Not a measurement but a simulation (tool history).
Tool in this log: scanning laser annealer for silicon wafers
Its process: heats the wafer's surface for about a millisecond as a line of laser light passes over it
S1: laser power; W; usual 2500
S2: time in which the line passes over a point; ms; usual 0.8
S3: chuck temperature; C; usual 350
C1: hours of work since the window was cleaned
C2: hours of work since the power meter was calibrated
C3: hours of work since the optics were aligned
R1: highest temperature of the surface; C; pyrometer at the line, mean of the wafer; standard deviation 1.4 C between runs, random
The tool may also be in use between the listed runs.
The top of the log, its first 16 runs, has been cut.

run,hour,S1,S2,S3,C1,C2,C3,R1
# hour 107.2: laser's power meter calibrated
17,112.9,2223,0.8,343,80,3,1872,1064
18,122.4,2500,0.8,350,86,9,1878,1171
19,130.9,2500,0.8,350,91,15,1884,1166
# hour 137.6: laser's power meter calibrated, once more
20,142.3,2500,0.8,350,96,3,1889,1167
21,149.9,2500,0.8,350,101,8,1893,1166
22,155.2,2398,0.8,326,104,11,1897,1102
23,165.1,2398,0.8,326,110,17,1903,1102
24,171.8,2137,0.8,326,114,21,1907,1011
25,176.2,2161,0.8,326,117,24,1909,1018
26,181.2,2161,0.8,326,120,27,1913,1019
27,187.4,2161,0.8,326,124,31,1916,1017
28,192.5,2161,0.805,326,127,34,1919,1019
29,200,2500,0.831,350,131,38,1924,1176
30,207.6,2500,0.831,350,136,43,1929,1179
31,214,2556,0.8,323,140,47,1933,1155
32,218.3,2350,0.634,351,142,49,1935,1033
# hour 225.2: optics aligned, line set to its width
33,228,2350,0.634,351,145,52,2,1045
34,232.3,2541,0.742,381,148,55,4,1190
35,238.6,2500,0.8,351,152,59,8,1176
36,243.9,2348,0.789,351,155,62,11,1115
37,253,2136,0.789,376,161,68,17,1066
38,257.8,2416,0.8,333,164,71,20,1126
39,262.7,2416,0.8,333,167,74,23,1128
40,272,2577,0.747,380,172,79,29,1205

Branching from run 40: 5 alternative next runs. What would each branch give?
A,277.2,2328,0.968,341,176,83,32,?
B,277.2,2500,0.859,350,176,83,32,?
C,277.2,2530,0.747,380,176,83,32,?
D,277.2,2131,0.747,350,176,83,32,?
E,277.2,2654,0.8,332,176,83,32,?

run,R1
A,1174
B,1200
C,1191
D,1020
E,1210
Stripped of hidden state, with their random variation kept, the same runs would have yielded:
run,R1
A,1177
B,1203
C,1194
D,1023
E,1214
